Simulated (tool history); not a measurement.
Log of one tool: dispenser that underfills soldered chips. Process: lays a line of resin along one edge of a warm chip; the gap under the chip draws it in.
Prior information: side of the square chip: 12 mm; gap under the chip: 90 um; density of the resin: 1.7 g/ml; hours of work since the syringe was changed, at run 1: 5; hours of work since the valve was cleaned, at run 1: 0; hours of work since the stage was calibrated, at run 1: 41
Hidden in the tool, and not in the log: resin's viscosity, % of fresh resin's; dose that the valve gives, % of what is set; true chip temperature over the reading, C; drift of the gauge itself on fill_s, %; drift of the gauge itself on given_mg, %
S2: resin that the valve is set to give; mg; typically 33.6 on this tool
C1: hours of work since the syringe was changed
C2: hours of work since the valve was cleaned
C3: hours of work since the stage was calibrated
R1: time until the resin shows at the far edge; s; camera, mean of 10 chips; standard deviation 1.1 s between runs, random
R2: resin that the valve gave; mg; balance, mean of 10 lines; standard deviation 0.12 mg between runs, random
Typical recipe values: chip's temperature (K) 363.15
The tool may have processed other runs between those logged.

run 1 hour=0 | chip's_temperature_(K)=363.15 S2=33.6 | C1=5 C2=0 C3=41 | R1=156.7 R2=33.67
-- hour=2.9 new syringe of resin
run 2 hour=5.9 | chip's_temperature_(K)=363.15 S2=33.6 | C1=2 C2=4 C3=45 | R1=125.1 R2=33.59
-- hour=12.6 new syringe of resin
run 3 hour=12.9 | chip's_temperature_(K)=363.15 S2=33.6 | C1=0 C2=9 C3=50 | R1=107.7 R2=33.3
run 4 hour=19.7 | chip's_temperature_(K)=363.15 S2=33.6 | C1=5 C2=14 C3=54 | R1=152.3 R2=33.37
-- hour=22 new syringe of resin
run 5 hour=30.2 | chip's_temperature_(K)=363.15 S2=34.6 | C1=6 C2=21 C3=62 | R1=165.1 R2=34.09
-- hour=31.3 new syringe of resin
-- hour=40.3 new syringe of resin
run 6 hour=41.9 | chip's_temperature_(K)=351.15 S2=33.6 | C1=1 C2=29 C3=70 | R1=206.5 R2=32.78
run 7 hour=48.4 | chip's_temperature_(K)=356.15 S2=29.6 | C1=6 C2=34 C3=74 | R1=241.2 R2=28.92
-- hour=49.4 new syringe of resin
-- hour=58.8 new syringe of resin
run 8 hour=61.1 | chip's_temperature_(K)=375.15 S2=32 | C1=2 C2=42 C3=83 | R1=68.7 R2=31.01
-- hour=68.1 new syringe of resin
run 9 hour=72.7 | chip's_temperature_(K)=378.15 S2=41.7 | C1=3 C2=51 C3=91 | R1=67.1 R2=40.03
-- hour=78 new syringe of resin
run 10 hour=85.3 | chip's_temperature_(K)=378.15 S2=41.7 | C1=5 C2=59 C3=100 | R1=77.9 R2=39.91

Hidden state or all else? Some run-to-run changes of R1, split into what the settings, what came in and random variation would give without the hidden state, and what is left for the hidden state (with any gauge scatter that isn't in both results):
Run 7 -> 8: chip's temperature (K) 356.15 -> 375.15, S2 29.6 -> 32, new syringe of resin, new syringe of resin. R1 -172.5 s: hidden state -75.4, all else -97.1.
